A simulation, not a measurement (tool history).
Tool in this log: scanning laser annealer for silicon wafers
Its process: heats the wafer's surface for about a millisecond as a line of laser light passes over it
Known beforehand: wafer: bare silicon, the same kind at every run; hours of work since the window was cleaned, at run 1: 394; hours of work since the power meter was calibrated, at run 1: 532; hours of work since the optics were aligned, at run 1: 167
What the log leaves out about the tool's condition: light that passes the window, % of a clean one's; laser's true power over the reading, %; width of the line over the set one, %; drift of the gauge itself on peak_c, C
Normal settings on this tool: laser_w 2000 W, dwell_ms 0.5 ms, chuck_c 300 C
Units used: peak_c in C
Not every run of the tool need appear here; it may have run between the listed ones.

run,hour,laser_w,dwell_ms,chuck_c,hours of work since the window was cleaned,hours of work since the power meter was calibrated,hours of work since the optics were aligned,peak_c
1,0,2000,0.5,300,394,532,167,1045
2,41.9,2000,0.5,300,415,553,188,1043
3,81.1,2000,0.5,300,435,573,208,1042
4,114.9,2000,0.5,304,452,590,225,1046
5,159.6,2000,0.5,304,475,613,247,1040
6,202.2,1708,0.5,304,496,634,269,909
7,245.1,1708,0.5,304,518,656,290,912
8,280.8,2000,0.5,300,536,674,308,1035
9,346.5,2000,0.5,300,569,707,341,1031
10,392.3,2000,0.5,300,592,730,364,1030
11,448.1,2000,0.5,300,620,758,392,1029
12,490.4,2000,0.5,300,641,779,414,1029
13,554.3,2000,0.5,323,673,811,446,1052
14,602,2000,0.363,300,697,835,470,931
15,651.5,2000,0.363,300,722,860,495,929
16,695.7,2000,0.363,300,744,882,517,927
17,751.9,2000,0.363,300,773,911,545,926
18,801.3,2129,0.384,339,798,935,570,1029
19,863.2,1943,0.5,330,829,966,601,1024
20,928.9,1943,0.443,330,862,1000,634,984
21,961.3,2000,0.424,292,878,1016,651,957
# hour 975.9: window over the wafer cleaned
22,1014.3,1979,0.587,273,19,1042,676,1083
23,1047.1,2164,0.411,264,36,1058,693,1035
24,1077.6,1896,0.495,291,51,1073,708,1002
25,1105.3,1890,0.593,263,65,1087,722,1030

What does the tool deliver on the next run?
26,1138.5,2073,0.367,305,82,1104,739,?

peak_c: 1003 C
On a tool with no hidden condition, and with the same random variation, this run would have come out at peak_c 1013 C.
